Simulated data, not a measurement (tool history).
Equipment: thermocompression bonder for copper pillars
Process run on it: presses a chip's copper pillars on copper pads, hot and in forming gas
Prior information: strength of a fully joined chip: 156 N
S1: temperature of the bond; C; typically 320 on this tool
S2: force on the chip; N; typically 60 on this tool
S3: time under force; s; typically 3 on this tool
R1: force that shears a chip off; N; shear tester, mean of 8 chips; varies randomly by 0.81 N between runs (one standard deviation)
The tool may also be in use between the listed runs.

run 1 hour=0 | S1=320 S2=60 S3=3 | R1=73.2
run 2 hour=86.8 | S1=320 S2=60 S3=3 | R1=73.4
run 3 hour=140.2 | S1=320 S2=60 S3=3 | R1=73.2
run 4 hour=192.8 | S1=307 S2=60 S3=3 | R1=62.5
run 5 hour=283.8 | S1=307 S2=60 S3=3 | R1=62.2
run 6 hour=367.9 | S1=307 S2=60 S3=4 | R1=68.8
run 7 hour=432.9 | S1=307 S2=60 S3=4 | R1=67.2
run 8 hour=478.1 | S1=307 S2=60 S3=4 | R1=68.7
run 9 hour=538.1 | S1=330 S2=82 S3=3 | R1=89.3
-- hour=560.7 forming gas filter changed
run 10 hour=591.4 | S1=318 S2=71 S3=7 | R1=103.2
run 11 hour=629.3 | S1=317 S2=70 S3=7 | R1=104.2
-- hour=635.9 heater calibrated with a thermocouple chip
run 12 hour=700.6 | S1=328 S2=81 S3=7 | R1=113.2
run 13 hour=739.3 | S1=335 S2=81 S3=7 | R1=118.4
run 14 hour=818.7 | S1=335 S2=81 S3=7 | R1=118.2
run 15 hour=862.4 | S1=320 S2=45 S3=3 | R1=58.1
run 16 hour=905.4 | S1=339 S2=60 S3=7 | R1=107.2

Branching from run 16: 3 alternative next runs. What would each branch give?
run A hour=946.1 | S1=307 S2=60 S3=4 | R1=?
run B hour=946.1 | S1=322 S2=67 S3=7 | R1=?
run C hour=946.1 | S1=290 S2=44 S3=7 | R1=?

run=A R1=66.8
run=B R1=98.5
run=C R1=55.1
Without the tool's unlogged condition, the same runs would have read:
run=A R1=77.6
run=B R1=110.8
run=C R1=65

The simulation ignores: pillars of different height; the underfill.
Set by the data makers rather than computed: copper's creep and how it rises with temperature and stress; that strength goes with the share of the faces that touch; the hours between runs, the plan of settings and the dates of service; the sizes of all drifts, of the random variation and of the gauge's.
